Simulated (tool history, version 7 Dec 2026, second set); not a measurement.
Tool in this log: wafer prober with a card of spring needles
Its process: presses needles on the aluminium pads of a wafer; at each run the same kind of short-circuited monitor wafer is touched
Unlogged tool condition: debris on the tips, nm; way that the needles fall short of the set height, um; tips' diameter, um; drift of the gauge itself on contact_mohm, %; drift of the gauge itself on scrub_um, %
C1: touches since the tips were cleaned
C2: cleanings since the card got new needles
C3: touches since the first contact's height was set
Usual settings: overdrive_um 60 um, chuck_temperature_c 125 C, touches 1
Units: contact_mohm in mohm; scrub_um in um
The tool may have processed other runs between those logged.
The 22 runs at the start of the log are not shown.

-- hour=222.7 tips cleaned on abrasive film
run 23 hour=229.6 | overdrive_um=59 chuck_temperature_c=60 touches=3 | C1=1664 C2=23 C3=7746 | contact_mohm=213 scrub_um=8.17
run 24 hour=242.0 | overdrive_um=60 chuck_temperature_c=87 touches=2 | C1=4658 C2=23 C3=10740 | contact_mohm=317 scrub_um=8.30
-- hour=251.1 tips cleaned on abrasive film
run 25 hour=252.0 | overdrive_um=60 chuck_temperature_c=37 touches=1 | C1=215 C2=24 C3=13126 | contact_mohm=180 scrub_um=8.33
run 26 hour=263.4 | overdrive_um=66 chuck_temperature_c=115 touches=2 | C1=2987 C2=24 C3=15898 | contact_mohm=267 scrub_um=9.05
run 27 hour=272.4 | overdrive_um=44 chuck_temperature_c=115 touches=1 | C1=5147 C2=24 C3=18058 | contact_mohm=664 scrub_um=6.09
-- hour=278.4 tips cleaned on abrasive film
run 28 hour=281.3 | overdrive_um=46 chuck_temperature_c=63 touches=2 | C1=719 C2=25 C3=20200 | contact_mohm=251 scrub_um=6.36
run 29 hour=296.9 | overdrive_um=46 chuck_temperature_c=63 touches=2 | C1=4482 C2=25 C3=23963 | contact_mohm=445 scrub_um=6.32
run 30 hour=304.1 | overdrive_um=68 chuck_temperature_c=39 touches=2 | C1=6225 C2=25 C3=25706 | contact_mohm=300 scrub_um=9.35
-- hour=306.6 tips cleaned on abrasive film
run 31 hour=318.6 | overdrive_um=68 chuck_temperature_c=39 touches=2 | C1=2888 C2=26 C3=29167 | contact_mohm=256 scrub_um=9.31
run 32 hour=333.0 | overdrive_um=68 chuck_temperature_c=39 touches=2 | C1=6382 C2=26 C3=32661 | contact_mohm=302 scrub_um=9.42
-- hour=333.8 tips cleaned on abrasive film
run 33 hour=343.9 | overdrive_um=68 chuck_temperature_c=39 touches=2 | C1=2448 C2=27 C3=35271 | contact_mohm=248 scrub_um=9.36
run 34 hour=358.5 | overdrive_um=68 chuck_temperature_c=39 touches=2 | C1=5959 C2=27 C3=38782 | contact_mohm=298 scrub_um=9.42
-- hour=361.5 tips cleaned on abrasive film
run 35 hour=365.1 | overdrive_um=58 chuck_temperature_c=91 touches=2 | C1=876 C2=28 C3=40359 | contact_mohm=225 scrub_um=8.01

Predict each of these 3 candidate next runs independently; none follows another, all start after run 35:
run A hour=376.6 | overdrive_um=58 chuck_temperature_c=26 touches=2 | C1=3655 C2=28 C3=43138 | contact_mohm=? scrub_um=?
run B hour=376.6 | overdrive_um=60 chuck_temperature_c=74 touches=1 | C1=3655 C2=28 C3=43138 | contact_mohm=? scrub_um=?
run C hour=376.6 | overdrive_um=49 chuck_temperature_c=91 touches=2 | C1=3655 C2=28 C3=43138 | contact_mohm=? scrub_um=?

run=A contact_mohm=328 scrub_um=8.00
run=B contact_mohm=417 scrub_um=8.23
run=C contact_mohm=391 scrub_um=6.72
With no hidden state in the tool, these same runs would have given:
run=A contact_mohm=138 scrub_um=8.08
run=B contact_mohm=144 scrub_um=8.31
run=C contact_mohm=158 scrub_um=6.80
